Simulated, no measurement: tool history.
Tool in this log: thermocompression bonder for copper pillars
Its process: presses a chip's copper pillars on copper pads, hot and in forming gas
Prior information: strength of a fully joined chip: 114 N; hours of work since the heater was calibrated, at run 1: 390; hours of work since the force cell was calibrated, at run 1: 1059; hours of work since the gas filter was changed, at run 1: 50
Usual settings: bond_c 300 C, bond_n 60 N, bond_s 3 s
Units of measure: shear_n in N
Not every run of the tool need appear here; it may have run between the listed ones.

run	hour	bond_c	bond_n	bond_s	hours of work since the heater was calibrated	hours of work since the force cell was calibrated	hours of work since the gas filter was changed	shear_n
1	0	300	60	3	390	1059	50	46.7
2	45	300	60	3	423	1092	84	45.9
3	85.2	300	60	3	452	1122	113	45.9
4	124.7	300	60	3	482	1151	142	45.2
# hour 199.7: forming gas filter changed
5	201.5	300	60	3	538	1207	1	48.2
6	285.7	300	60	3	600	1269	63	47.3
# hour 328.9: heater calibrated with a thermocouple chip
7	335.4	300	60	8	5	1304	99	60
8	402.6	300	60	8	54	1354	148	60.4
9	453.3	300	44	8	92	1391	185	44
# hour 473.3: forming gas filter changed
10	530.4	300	44	8	148	1448	42	45
11	592.7	300	60	3	194	1493	88	43.3
12	664.5	300	60	3	247	1546	141	43.8
# hour 739: forming gas filter changed
13	739	300	60	3	302	1601	0	44.7
14	789.2	300	60	3	339	1638	37	45.6
15	866.4	290	60	3	395	1695	94	40
16	948.3	290	60	3	456	1755	154	39.6
# hour 1007.2: forming gas filter changed
17	1031.5	290	60	3	517	1816	18	40.5
18	1091.4	290	60	2	561	1860	62	34.4
# hour 1101: force cell calibrated
19	1149.7	290	60	2	603	36	104	33.6
# hour 1189.9: heater calibrated with a thermocouple chip
20	1230.1	317	37	3	30	94	162	28.3
# hour 1275.5: forming gas filter changed
21	1311	328	48	4	89	153	26	51.1
22	1351.1	328	48	4	118	182	56	50.4
23	1421.4	277	42	4	170	234	108	22.3
24	1461.1	315	60	2	199	264	137	43.1
25	1517.3	315	60	2	241	305	178	42.1
# hour 1525.2: force cell calibrated, once more
# hour 1542.7: forming gas filter changed
26	1566.4	286	41	8	276	30	17	39.1
27	1607.1	286	41	8	306	60	47	39
28	1679.3	305	62	3	359	113	101	51.8
29	1727.6	300	68	5	394	149	136	63.7
30	1764.5	328	68	4	422	176	163	75.2
# hour 1810.5: forming gas filter changed
31	1842.3	321	60	3	479	233	23	62.2
32	1879.2	286	60	4	506	260	51	46.5
33	1921.8	286	60	4	537	292	82	46.3
34	1989	309	45	3	587	341	132	39.3
# hour 2046.4: heater calibrated with a thermocouple chip
# hour 2076.5: forming gas filter changed
35	2077.6	300	55	3	23	405	1	41.9
36	2119.1	303	75	3	53	435	31	59.2
37	2197.2	303	75	3	111	493	89	60.1
38	2235.9	316	41	2	139	521	117	29.9

Had the tool no unlogged condition, and each run kept its random variation, what would the results have been?
Hidden state at play: true temperature of the bond over the reading, C; force that reaches the chip, % of what is set; oxide that the forming gas leaves, % of the face; drift of the gauge itself on shear_n, %.
run	shear_n
1	46.6
2	46.1
3	46.2
4	45.7
5	46.8
6	46.3
7	64.8
8	65.6
9	48.4
10	47.4
11	46
12	46.9
13	45.8
14	47
15	41.5
16	41.4
17	40.6
18	34.7
19	34.3
20	32.5
21	55.7
22	55.2
23	24.9
24	47.9
25	47.1
26	37.3
27	37.3
28	50.4
29	62.6
30	75.4
31	59.1
32	43.5
33	43.5
34	37.3
35	42.4
36	60
37	61.5
38	30.7

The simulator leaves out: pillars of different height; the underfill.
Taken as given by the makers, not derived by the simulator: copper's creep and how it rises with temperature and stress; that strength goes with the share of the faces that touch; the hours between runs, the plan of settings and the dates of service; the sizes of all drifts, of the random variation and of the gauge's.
